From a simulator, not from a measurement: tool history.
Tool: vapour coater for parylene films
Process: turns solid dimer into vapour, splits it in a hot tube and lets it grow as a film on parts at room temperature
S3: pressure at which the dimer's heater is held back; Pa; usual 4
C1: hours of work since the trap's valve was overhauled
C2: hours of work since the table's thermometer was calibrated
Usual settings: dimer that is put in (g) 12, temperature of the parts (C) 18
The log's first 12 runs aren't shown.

{"run": 13, "hour": 390.6, "dimer that is put in (g)": 12, "temperature of the parts (C)": 18, "S3": 9.28, "C1": 208, "C2": 324, "thickness of the film (um)": 2.41}
{"run": 14, "hour": 427.2, "dimer that is put in (g)": 12, "temperature of the parts (C)": 18, "S3": 4, "C1": 224, "C2": 341, "thickness of the film (um)": 2.8}
{"hour": 446.7, "done": "trap's valve overhauled"}
{"run": 15, "hour": 471.2, "dimer that is put in (g)": 12, "temperature of the parts (C)": 18, "S3": 4, "C1": 11, "C2": 359, "thickness of the film (um)": 2.81}
{"run": 16, "hour": 510.0, "dimer that is put in (g)": 12, "temperature of the parts (C)": 18, "S3": 4, "C1": 29, "C2": 377, "thickness of the film (um)": 2.78}
{"run": 17, "hour": 546.8, "dimer that is put in (g)": 12, "temperature of the parts (C)": 18, "S3": 4, "C1": 46, "C2": 394, "thickness of the film (um)": 2.77}
{"run": 18, "hour": 585.5, "dimer that is put in (g)": 12, "temperature of the parts (C)": 18, "S3": 4, "C1": 63, "C2": 411, "thickness of the film (um)": 2.74}
{"run": 19, "hour": 617.6, "dimer that is put in (g)": 12, "temperature of the parts (C)": 18, "S3": 4, "C1": 78, "C2": 426, "thickness of the film (um)": 2.79}
{"run": 20, "hour": 651.1, "dimer that is put in (g)": 12, "temperature of the parts (C)": 18, "S3": 4, "C1": 93, "C2": 441, "thickness of the film (um)": 2.8}
{"run": 21, "hour": 683.3, "dimer that is put in (g)": 12, "temperature of the parts (C)": 18, "S3": 4, "C1": 108, "C2": 456, "thickness of the film (um)": 2.82}
{"run": 22, "hour": 715.0, "dimer that is put in (g)": 13, "temperature of the parts (C)": 18, "S3": 4, "C1": 122, "C2": 470, "thickness of the film (um)": 2.97}
{"run": 23, "hour": 744.5, "dimer that is put in (g)": 13, "temperature of the parts (C)": 18, "S3": 4, "C1": 136, "C2": 484, "thickness of the film (um)": 2.99}
{"run": 24, "hour": 765.0, "dimer that is put in (g)": 12, "temperature of the parts (C)": 13, "S3": 4, "C1": 145, "C2": 493, "thickness of the film (um)": 3.25}
{"run": 25, "hour": 796.2, "dimer that is put in (g)": 21, "temperature of the parts (C)": 18, "S3": 6.41, "C1": 159, "C2": 507, "thickness of the film (um)": 4.55}
{"run": 26, "hour": 828.0, "dimer that is put in (g)": 14, "temperature of the parts (C)": 19, "S3": 4.93, "C1": 174, "C2": 522, "thickness of the film (um)": 3.03}
{"run": 27, "hour": 869.9, "dimer that is put in (g)": 10, "temperature of the parts (C)": 15, "S3": 2.43, "C1": 193, "C2": 541, "thickness of the film (um)": 2.82}
{"run": 28, "hour": 911.6, "dimer that is put in (g)": 6, "temperature of the parts (C)": 18, "S3": 2.27, "C1": 212, "C2": 560, "thickness of the film (um)": 1.54}
{"run": 29, "hour": 942.0, "dimer that is put in (g)": 8, "temperature of the parts (C)": 23, "S3": 4, "C1": 226, "C2": 574, "thickness of the film (um)": 1.61}
{"hour": 957.8, "done": "trap's valve overhauled"}
{"run": 30, "hour": 985.4, "dimer that is put in (g)": 8, "temperature of the parts (C)": 11, "S3": 4, "C1": 13, "C2": 592, "thickness of the film (um)": 2.34}
{"run": 31, "hour": 1014.6, "dimer that is put in (g)": 5, "temperature of the parts (C)": 23, "S3": 4, "C1": 26, "C2": 605, "thickness of the film (um)": 0.99}

Forecast run 32:
{"run": 32, "hour": 1040.6, "dimer that is put in (g)": 18, "temperature of the parts (C)": 23, "S3": 8.16, "C1": 38, "C2": 617, "thickness of the film (um)": "?"}

{"run 32": {"thickness of the film (um)": 3.17}}
Without the tool's hidden state the same run would have given thickness of the film (um) 3.18.

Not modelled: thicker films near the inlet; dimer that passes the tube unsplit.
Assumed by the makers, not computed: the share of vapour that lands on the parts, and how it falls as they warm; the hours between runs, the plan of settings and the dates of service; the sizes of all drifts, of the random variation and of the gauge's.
